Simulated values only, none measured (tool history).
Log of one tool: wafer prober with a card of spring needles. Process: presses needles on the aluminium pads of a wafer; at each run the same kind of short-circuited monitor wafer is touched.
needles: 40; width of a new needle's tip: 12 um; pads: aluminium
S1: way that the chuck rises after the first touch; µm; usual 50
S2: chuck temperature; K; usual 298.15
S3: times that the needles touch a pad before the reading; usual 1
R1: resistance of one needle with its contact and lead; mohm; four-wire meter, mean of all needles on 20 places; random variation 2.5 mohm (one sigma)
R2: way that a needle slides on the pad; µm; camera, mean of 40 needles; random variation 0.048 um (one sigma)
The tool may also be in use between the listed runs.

run   hour  S1      S2  S3   R1     R2
  1      0  50  298.15   1  305  10.17
  2    9.1  50  303.15   1  318  10.27
  3   19.6  50  298.15   1  323  10.23
      23.5  -- tips cleaned on abrasive film
  4   27.6  50  298.15   1  300  10.27
  5   38.4  50  298.15   1  316  10.17
  6   43.9  50  298.15   1  314  10.18
  7   48.5  50  366.15   1  350  10.17
      54.5  -- tips cleaned on abrasive film
  8   58.4  45  298.15   1  305   9.11
  9   66.6  50  298.15   1  310  10.07
 10   75.4  69  298.15   1  301   14.1
      80.2  -- height of the first contact set anew
 11   84.3  61  298.15   1  310  12.74
      85.7  -- tips cleaned on abrasive film
 12   94.1  50  308.15   1  308  10.45
 13  103.2  50  396.15   1  345  10.43
 14    111  50  396.15   1  352  10.43
     116.5  -- tips cleaned on abrasive film
 15  118.8  44  396.15   3  328   9.14
 16  124.7  50  340.15   2  311  10.35
 17  133.6  50  340.15   2  316  10.44
 18  141.1  62  298.15   2  297  12.86

Some steps in R1 between neighbouring runs. How much of each would the tool show without its hidden state too (settings, what came in, random variation), and how much is left for the hidden state, with any gauge scatter that isn't in both results?
The hidden state here: debris on the tips, nm; way that the needles fall short of the set height, um; tips' diameter, um; drift of the gauge itself on contact_mohm, %; drift of the gauge itself on scrub_um, %.
Run 7 -> 8: S1 50 -> 45, S2 366.15 -> 298.15, tips cleaned on abrasive film. R1 -45 mohm: hidden state -17, all else -28.
Run 14 -> 15: S1 50 -> 44, S3 1 -> 3, tips cleaned on abrasive film. R1 -24 mohm: hidden state -26, all else +2.

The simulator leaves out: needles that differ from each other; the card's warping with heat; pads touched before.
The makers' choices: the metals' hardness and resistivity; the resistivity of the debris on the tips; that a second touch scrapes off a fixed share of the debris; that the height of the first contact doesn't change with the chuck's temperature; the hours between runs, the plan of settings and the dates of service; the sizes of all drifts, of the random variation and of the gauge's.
